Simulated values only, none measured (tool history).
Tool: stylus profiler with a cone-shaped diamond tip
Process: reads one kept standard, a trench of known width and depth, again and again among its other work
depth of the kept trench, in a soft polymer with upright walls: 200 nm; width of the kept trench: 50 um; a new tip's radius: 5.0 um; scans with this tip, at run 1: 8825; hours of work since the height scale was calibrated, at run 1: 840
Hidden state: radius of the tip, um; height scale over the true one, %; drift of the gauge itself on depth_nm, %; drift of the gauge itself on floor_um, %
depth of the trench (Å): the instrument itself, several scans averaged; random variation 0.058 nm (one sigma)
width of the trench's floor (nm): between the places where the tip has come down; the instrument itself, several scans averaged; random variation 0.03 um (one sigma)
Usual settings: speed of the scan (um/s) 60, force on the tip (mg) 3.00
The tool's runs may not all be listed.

| run | hour | speed of the scan (um/s) | force on the tip (mg) | scans with this tip | hours of work since the height scale was calibrated | depth of the trench (Å) | width of the trench's floor (nm) |
|---|---|---|---|---|---|---|---|
| 1 | 0.0 | 60 | 3.00 | 8825 | 840 | 2012.3 | 46950 |
| 2 | 30.1 | 60 | 3.00 | 9073 | 863 | 2012.7 | 46940 |
| 3 | 51.0 | 60 | 3.00 | 9244 | 879 | 2011.6 | 46840 |
| 4 | 71.8 | 60 | 3.00 | 9415 | 896 | 2013.2 | 46940 |
| 5 | 103.0 | 191 | 3.00 | 9672 | 920 | 2012.2 | 46410 |
| 6 | 125.2 | 60 | 2.84 | 9855 | 938 | 2012.3 | 46950 |
| 7 | 153.8 | 60 | 3.00 | 10090 | 960 | 2013.6 | 46980 |
| 8 | 184.9 | 60 | 3.00 | 10346 | 984 | 2012.3 | 46930 |
|  | 199.6 | new tip fitted, height scale calibrated |
| 9 | 225.9 | 60 | 3.00 | 217 | 21 | 2013.3 | 46990 |
| 10 | 266.8 | 60 | 3.00 | 553 | 53 | 2013.0 | 46930 |
| 11 | 285.8 | 60 | 3.75 | 709 | 67 | 2014.6 | 47020 |
| 12 | 303.7 | 60 | 3.00 | 857 | 82 | 2012.3 | 46920 |
| 13 | 335.1 | 60 | 3.00 | 1115 | 106 | 2012.3 | 46970 |
| 14 | 375.1 | 60 | 3.00 | 1444 | 137 | 2014.0 | 46960 |
| 15 | 404.0 | 174 | 3.00 | 1681 | 160 | 2012.2 | 46490 |
| 16 | 426.6 | 174 | 3.00 | 1867 | 178 | 2013.4 | 46510 |
| 17 | 462.4 | 36 | 3.01 | 2162 | 206 | 2013.1 | 47070 |
| 18 | 481.0 | 60 | 5.75 | 2315 | 220 | 2019.5 | 47020 |
| 19 | 516.1 | 18 | 1.52 | 2604 | 248 | 2008.3 | 47130 |
| 20 | 542.8 | 17 | 8.19 | 2823 | 269 | 2023.6 | 47150 |
| 21 | 562.2 | 51 | 8.19 | 2983 | 284 | 2024.0 | 47090 |
| 22 | 599.1 | 51 | 8.19 | 3287 | 313 | 2025.5 | 47060 |
| 23 | 638.9 | 129 | 8.11 | 3614 | 344 | 2024.8 | 46840 |
| 24 | 670.2 | 129 | 8.11 | 3872 | 368 | 2025.7 | 46910 |
| 25 | 693.6 | 60 | 2.20 | 4064 | 387 | 2010.6 | 46910 |
| 26 | 736.2 | 64 | 7.99 | 4414 | 420 | 2025.2 | 47010 |
| 27 | 774.6 | 64 | 7.99 | 4730 | 450 | 2025.4 | 47010 |
| 28 | 806.4 | 35 | 2.05 | 4992 | 475 | 2009.8 | 46980 |
| 29 | 835.8 | 31 | 8.48 | 5234 | 498 | 2024.6 | 47120 |
| 30 | 863.7 | 31 | 8.48 | 5463 | 520 | 2024.8 | 47120 |

Forecast each of these 5 alternatives for the next run:
| A | 881.1 | 189 | 6.02 | 5607 | 533 | ? | ? |
| B | 881.1 | 48 | 1.84 | 5607 | 533 | ? | ? |
| C | 881.1 | 62 | 1.64 | 5607 | 533 | ? | ? |
| D | 881.1 | 16 | 2.06 | 5607 | 533 | ? | ? |
| E | 881.1 | 205 | 5.04 | 5607 | 533 | ? | ? |

| run | depth of the trench (Å) | width of the trench's floor (nm) |
|---|---|---|
| A | 2020.3 | 46640 |
| B | 2010.3 | 46910 |
| C | 2008.6 | 46870 |
| D | 2010.1 | 47110 |
| E | 2019.1 | 46550 |
Without the tool's hidden state the same runs would have given:
| run | depth of the trench (Å) | width of the trench's floor (nm) |
|---|---|---|
| A | 2020.3 | 46660 |
| B | 2010.3 | 46930 |
| C | 2008.6 | 46890 |
| D | 2010.0 | 47130 |
| E | 2019.1 | 46570 |

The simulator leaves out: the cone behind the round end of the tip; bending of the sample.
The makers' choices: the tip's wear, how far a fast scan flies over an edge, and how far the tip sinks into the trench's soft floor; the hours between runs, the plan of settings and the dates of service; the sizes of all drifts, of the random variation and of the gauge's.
